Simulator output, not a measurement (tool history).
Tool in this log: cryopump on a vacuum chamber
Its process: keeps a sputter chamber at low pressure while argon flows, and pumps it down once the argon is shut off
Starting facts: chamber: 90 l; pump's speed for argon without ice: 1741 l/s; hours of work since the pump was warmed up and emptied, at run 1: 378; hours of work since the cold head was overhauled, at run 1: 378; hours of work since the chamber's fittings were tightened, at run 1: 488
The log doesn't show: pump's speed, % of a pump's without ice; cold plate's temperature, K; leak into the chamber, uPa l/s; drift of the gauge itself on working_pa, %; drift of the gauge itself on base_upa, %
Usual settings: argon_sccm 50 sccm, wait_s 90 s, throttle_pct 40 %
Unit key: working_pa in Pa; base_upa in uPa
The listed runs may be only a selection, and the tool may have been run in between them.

run     day  argon_sccm  wait_s  throttle_pct  hours of work since the pump was warmed up and emptied  hours of work since the cold head was overhauled  hours of work since the chamber's fittings were tightened  working_pa  base_upa
  1       0          50      90            40                                                     378                                               378                                                        488      0.1291      1.32
  2   0.733          50     162            40                                                     386                                               386                                                        496      0.1295      0.96
  3   1.633          50      90            40                                                     396                                               396                                                        506      0.1299      1.37
  4   2.517          50      90            31                                                     406                                               406                                                        516      0.1648      1.36
  5   3.125          50      90            40                                                     413                                               413                                                        523      0.1302      1.32
  6   3.933          50      90            40                                                     422                                               422                                                        532      0.1308      1.35
  7   4.417          50      90            40                                                     428                                               428                                                        537      0.1296      1.37
  8   5.383          99      90            40                                                     438                                               438                                                        548      0.2596      1.41
  9   6.008          99      90            40                                                     445                                               445                                                        555      0.2606       1.4
 10    6.55          99      90            40                                                     452                                               452                                                        561      0.2595      1.35
 11   7.246          99      90            40                                                     459                                               459                                                        569       0.259      1.39
 12   7.704          50      90            40                                                     465                                               465                                                        574      0.1305      1.36
 13   8.675          50      90            35                                                     475                                               475                                                        585        0.15      1.44
 14   9.662          50      90            40                                                     487                                               487                                                        596       0.131      1.47
 15  10.646          50      90            40                                                     498                                               498                                                        607      0.1328      1.49
 16  11.112          50      90            40                                                     503                                               503                                                        613      0.1324      1.48
 17  11.892          50      90            40                                                     512                                               512                                                        621      0.1332      1.48
 18  12.862          50      90            32                                                     522                                               522                                                        632      0.1643      1.49
 19  13.696          50      90            35                                                     532                                               532                                                        642      0.1514      1.46
 20  14.338          88     154            58                                                     539                                               539                                                        649      0.1684      1.15
 21  14.925          47     154            34                                                     546                                               546                                                        655      0.1454      1.13
 22  15.808          54      20            24                                                     556                                               556                                                        665      0.2321      4.36
 23  16.283          50      55            19                                                     561                                               561                                                        671       0.266      2.09
 24  17.242          66      50            33                                                     572                                               572                                                        682      0.2121      2.21
 25  18.058          57      90            46                                                     581                                               581                                                        691      0.1328      1.48
 26  18.725          29      90            37                                                     588                                               588                                                        698      0.0837      1.51
 27  19.258          29      90            37                                                     594                                               594                                                        704      0.0839      1.54
 28  19.721          23      90            57                                                     600                                               600                                                        709      0.0458      1.51
 29  20.175          45      90            57                                                     605                                               605                                                        715      0.0888      1.56
 30   21.15          45      90            57                                                     616                                               616                                                        725      0.0901       1.6
 31  21.767          33     104            34                                                     623                                               623                                                        732      0.1035      1.49

Measured result minus the same run's result without the hidden state. Both carry the same run-to-run variation, though not necessarily the same gauge scatter:
run  working_pa  base_upa
  1     +0.0079     +0.36
  2     +0.0081     +0.37
  3     +0.0084     +0.39
  4     +0.0086     +0.39
  5     +0.0088     +0.39
  6     +0.0091      +0.4
  7     +0.0091     +0.42
  8     +0.0188     +0.43
  9     +0.0192     +0.44
 10     +0.0194     +0.43
 11     +0.0197     +0.44
 12       +0.01     +0.44
 13     +0.0105     +0.46
 14     +0.0106     +0.47
 15      +0.011     +0.49
 16     +0.0111     +0.49
 17     +0.0113      +0.5
 18     +0.0117     +0.52
 19     +0.0119     +0.51
 20     +0.0212      +0.5
 21     +0.0116     +0.54
 22     +0.0136     +0.54
 23     +0.0126     +0.56
 24     +0.0171     +0.56
 25      +0.015     +0.56
 26     +0.0078     +0.57
 27     +0.0079     +0.58
 28     +0.0064     +0.58
 29     +0.0125     +0.59
 30     +0.0128     +0.62
 31     +0.0095     +0.61
